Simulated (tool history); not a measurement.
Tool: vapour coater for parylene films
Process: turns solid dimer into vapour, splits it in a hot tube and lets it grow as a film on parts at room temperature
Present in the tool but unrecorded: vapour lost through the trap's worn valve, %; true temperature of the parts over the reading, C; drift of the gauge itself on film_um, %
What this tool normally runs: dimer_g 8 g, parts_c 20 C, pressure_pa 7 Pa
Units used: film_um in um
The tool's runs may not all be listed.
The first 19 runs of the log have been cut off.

run   hour  dimer_g  parts_c  pressure_pa  hours of work since the trap's valve was overhauled  hours of work since the table's thermometer was calibrated  film_um
 20  475.5        5       18            7                                                   32                                                         868     2.45
 21    489        5       18            7                                                   44                                                         880     2.45
 22  515.3        3       14         7.49                                                   67                                                         904     1.51
 23  545.9        3       28         4.53                                                   95                                                         931     1.32
 24  565.3        8       32         7.29                                                  112                                                         948        3
 25  583.5        8       24        10.36                                                  128                                                         965      3.2
 26  601.1        8       15         4.73                                                  144                                                         980     4.28
 27  622.8        8       20         4.73                                                  163                                                        1000     3.88
 28  653.2        8       20         4.73                                                  190                                                        1027     3.92
 29  666.3        9       16         4.06                                                  202                                                        1038     4.77
 30  696.7        5       20            7                                                  229                                                        1066     2.25
 31    718        5       31        11.58                                                  248                                                        1085     1.69
 32  745.3        5       27          3.3                                                  272                                                        1109     2.26
 33  768.7        5       19         2.09                                                  293                                                        1130     2.79
     782.5  -- table's thermometer calibrated
 34  796.3        9       20            7                                                  317                                                          12     4.02
       808  -- trap's valve overhauled
 35  827.4        5       20         5.32                                                   17                                                          36     2.53
 36  858.5       10       13         4.78                                                   45                                                          64     5.77
 37  883.5        7       18            7                                                   67                                                          86     3.45

Here are 5 independent what-if runs from the current tool condition. What would each one return?
  A  903.9        8       17         2.21                                                   85                                                         105        ?
  B  903.9        7       14         3.13                                                   85                                                         105        ?
  C  903.9        8       16         4.76                                                   85                                                         105        ?
  D  903.9        5       17         3.56                                                   85                                                         105        ?
  E  903.9        8       20         3.77                                                   85                                                         105        ?

run  film_um
  A     4.87
  B     4.24
  C     4.35
  D      2.8
  E     4.21
With no hidden state in the tool, these same runs would have given:
run  film_um
  A        5
  B     4.35
  C     4.45
  D     2.87
  E     4.32

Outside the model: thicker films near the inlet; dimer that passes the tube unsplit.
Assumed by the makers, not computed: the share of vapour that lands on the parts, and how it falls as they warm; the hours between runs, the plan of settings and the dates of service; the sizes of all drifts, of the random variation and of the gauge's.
